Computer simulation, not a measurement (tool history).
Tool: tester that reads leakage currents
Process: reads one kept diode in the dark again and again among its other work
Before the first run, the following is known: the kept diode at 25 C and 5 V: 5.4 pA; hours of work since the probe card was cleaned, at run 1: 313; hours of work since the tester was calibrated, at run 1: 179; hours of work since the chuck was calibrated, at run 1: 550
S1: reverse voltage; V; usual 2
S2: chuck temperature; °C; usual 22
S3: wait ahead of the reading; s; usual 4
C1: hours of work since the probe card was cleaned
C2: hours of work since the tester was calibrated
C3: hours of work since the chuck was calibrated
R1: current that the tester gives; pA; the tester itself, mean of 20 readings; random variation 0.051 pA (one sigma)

run 1 day=0 | S1=2 S2=22 S3=4 | C1=313 C2=179 C3=550 | R1=3.1
run 2 day=6.479 | S1=2 S2=22 S3=4.03 | C1=384 C2=250 C3=621 | R1=3.12
run 3 day=12.912 | S1=2 S2=22 S3=4.03 | C1=454 C2=320 C3=692 | R1=3.3
run 4 day=19.817 | S1=2 S2=22 S3=4 | C1=530 C2=396 C3=767 | R1=3.37
run 5 day=28.258 | S1=2 S2=22 S3=4 | C1=622 C2=488 C3=860 | R1=3.45
run 6 day=32.371 | S1=2 S2=22 S3=4 | C1=667 C2=533 C3=905 | R1=3.48
run 7 day=35.942 | S1=2 S2=22 S3=4 | C1=706 C2=572 C3=944 | R1=3.53
run 8 day=42.15 | S1=2 S2=22 S3=4 | C1=774 C2=640 C3=1012 | R1=3.61
run 9 day=50.112 | S1=2 S2=22 S3=4 | C1=862 C2=728 C3=1099 | R1=3.7
run 10 day=55.683 | S1=2 S2=22 S3=4 | C1=923 C2=789 C3=1160 | R1=3.77
run 11 day=59.642 | S1=2 S2=22 S3=4 | C1=966 C2=832 C3=1204 | R1=3.8
run 12 day=67.271 | S1=2 S2=22 S3=4 | C1=1050 C2=915 C3=1287 | R1=3.96
run 13 day=75.192 | S1=2 S2=22 S3=7.08 | C1=1136 C2=1002 C3=1374 | R1=3.94
run 14 day=83.125 | S1=2 S2=22 S3=7.08 | C1=1223 C2=1089 C3=1461 | R1=4.06
run 15 day=88.9 | S1=2 S2=22 S3=7.08 | C1=1287 C2=1152 C3=1524 | R1=4.19
run 16 day=95.442 | S1=2 S2=22 S3=7.08 | C1=1358 C2=1224 C3=1596 | R1=4.28
-- day=100.792 probe card cleaned and baked
run 17 day=102.075 | S1=2 S2=22 S3=7.08 | C1=14 C2=1295 C3=1667 | R1=2.99
run 18 day=106.625 | S1=2 S2=22 S3=7.08 | C1=64 C2=1345 C3=1717 | R1=2.96
run 19 day=114.225 | S1=2 S2=22 S3=4 | C1=147 C2=1428 C3=1800 | R1=3.15
run 20 day=120.608 | S1=3.95 S2=22 S3=4 | C1=217 C2=1498 C3=1870 | R1=4.81
run 21 day=128.538 | S1=3.95 S2=22 S3=4 | C1=304 C2=1585 C3=1957 | R1=5.04
run 22 day=136.854 | S1=2 S2=43 S3=4 | C1=395 C2=1676 C3=2048 | R1=13.12
-- day=141.467 chuck's temperature calibrated
run 23 day=142.158 | S1=2 S2=43 S3=4 | C1=452 C2=1733 C3=8 | R1=11.98
run 24 day=149.017 | S1=19.4 S2=22 S3=2.71 | C1=527 C2=1809 C3=83 | R1=15.73
run 25 day=155.808 | S1=19.4 S2=22 S3=2.71 | C1=602 C2=1883 C3=157 | R1=16.33
-- day=156.492 tester calibrated
run 26 day=163.208 | S1=1.16 S2=24 S3=1.1 | C1=682 C2=74 C3=237 | R1=2.72
run 27 day=167.15 | S1=1.16 S2=24 S3=1.1 | C1=725 C2=117 C3=280 | R1=2.89
run 28 day=173.529 | S1=2 S2=25 S3=4 | C1=795 C2=187 C3=350 | R1=4.12
run 29 day=177.7 | S1=2 S2=25 S3=4 | C1=841 C2=232 C3=396 | R1=4.21
run 30 day=182.762 | S1=2 S2=25 S3=4 | C1=896 C2=288 C3=451 | R1=4.2
-- day=183.492 tester calibrated, once more
run 31 day=190.675 | S1=8.48 S2=21 S3=4 | C1=982 C2=79 C3=537 | R1=9.94
run 32 day=196.271 | S1=8.48 S2=21 S3=4 | C1=1043 C2=140 C3=598 | R1=10.17
run 33 day=200.246 | S1=8.48 S2=21 S3=4 | C1=1087 C2=184 C3=642 | R1=10.36
run 34 day=208.221 | S1=8.48 S2=21 S3=4 | C1=1174 C2=271 C3=729 | R1=10.74
run 35 day=215.092 | S1=19.7 S2=47 S3=3.58 | C1=1249 C2=346 C3=805 | R1=68.44
run 36 day=219.158 | S1=4.55 S2=26 S3=3.28 | C1=1294 C2=391 C3=849 | R1=8.77
run 37 day=223.762 | S1=11.38 S2=23 S3=0.53 | C1=1344 C2=441 C3=900 | R1=18.08
run 38 day=229.088 | S1=11.38 S2=27 S3=0.72 | C1=1402 C2=499 C3=958 | R1=20.29
-- day=230.488 probe card cleaned and baked
run 39 day=234.717 | S1=11.38 S2=27 S3=0.72 | C1=46 C2=560 C3=1018 | R1=13.17

Across each entry between runs, compare the hidden state at the last listed run before it with the hidden state at the first listed run after it:
Run 16 -> run 17: probe card cleaned and baked (day 100.792)
  stray current of the dirty probe card, pA a volt: 0.666 -> 0.036; current scale over the true one, %: 0.4 -> 0.42; true chuck temperature over the reading, C: 1.25 -> 1.31
  measured value less the no-hidden-state value, R1: +1.56 -> +0.31 pA
Run 22 -> run 23: chuck's temperature calibrated (day 141.467)
  stray current of the dirty probe card, pA a volt: 0.214 -> 0.24; current scale over the true one, %: 0.57 -> 0.59; true chuck temperature over the reading, C: 1.57 -> 0.01
  measured value less the no-hidden-state value, R1: +1.68 -> +0.52 pA
Run 25 -> run 26: tester calibrated (day 156.492)
  stray current of the dirty probe card, pA a volt: 0.31 -> 0.345; current scale over the true one, %: 0.64 -> 0.96; true chuck temperature over the reading, C: 0.11 -> 0.17
  measured value less the no-hidden-state value, R1: +5.8 -> +0.43 pA
Run 30 -> run 31: tester calibrated, once more (day 183.492)
  stray current of the dirty probe card, pA a volt: 0.441 -> 0.485; current scale over the true one, %: 1.03 -> 0.08; true chuck temperature over the reading, C: 0.32 -> 0.38
  measured value less the no-hidden-state value, R1: +0.96 -> +4.1 pA
Run 38 -> run 39: probe card cleaned and baked (day 230.488)
  stray current of the dirty probe card, pA a volt: 0.677 -> 0.047; current scale over the true one, %: 0.24 -> 0.26; true chuck temperature over the reading, C: 0.68 -> 0.72
  measured value less the no-hidden-state value, R1: +8.04 -> +0.87 pA

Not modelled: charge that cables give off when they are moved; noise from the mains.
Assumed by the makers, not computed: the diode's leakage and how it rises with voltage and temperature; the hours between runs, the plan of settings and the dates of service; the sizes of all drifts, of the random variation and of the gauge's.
